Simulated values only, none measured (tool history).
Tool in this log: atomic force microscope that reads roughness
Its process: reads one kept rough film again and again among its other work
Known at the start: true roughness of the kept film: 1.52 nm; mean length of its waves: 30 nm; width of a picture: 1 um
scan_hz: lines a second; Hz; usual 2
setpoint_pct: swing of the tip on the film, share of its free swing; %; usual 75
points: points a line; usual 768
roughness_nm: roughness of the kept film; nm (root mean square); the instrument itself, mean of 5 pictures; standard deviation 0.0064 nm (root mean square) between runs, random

run	day	scan_hz	setpoint_pct	points	roughness_nm
1	0	2	75	768	1.222
2	0.621	2	75	768	1.187
3	1.4	2	75	768	1.159
4	2.021	2	75	768	1.149
5	2.638	2	75	768	1.124
6	3.562	2	75	768	1.093
7	4.579	2	75	768	1.056
8	5.238	2	75	768	1.061
9	6.425	2	75	300	1.004
# day 6.658: new tip fitted
10	7.612	2	75	300	1.2
11	8.771	2	75	300	1.157
# day 8.917: height scale calibrated on a step standard
12	9.958	2	58	768	1.234
13	10.746	2	58	768	1.206
14	11.638	0.84	75	768	1.174
# day 12.329: height scale calibrated on a step standard, once more
15	12.775	0.84	75	768	1.151
16	13.642	0.84	83	263	1.063
17	14.562	1.47	83	313	0.986
# day 14.729: new tip fitted
18	15.179	2	75	736	1.233
19	15.742	0.56	90	725	1.282
20	16.317	0.55	75	768	1.295
21	17.508	0.55	75	768	1.267
22	18.717	0.72	77	768	1.2

What will run 23 give?
23	19.742	0.94	81	823	?

Logged for run 23: roughness_nm 1.138 nm (root mean square).
Without the tool's hidden state the same run would have given roughness_nm 1.318 nm (root mean square).

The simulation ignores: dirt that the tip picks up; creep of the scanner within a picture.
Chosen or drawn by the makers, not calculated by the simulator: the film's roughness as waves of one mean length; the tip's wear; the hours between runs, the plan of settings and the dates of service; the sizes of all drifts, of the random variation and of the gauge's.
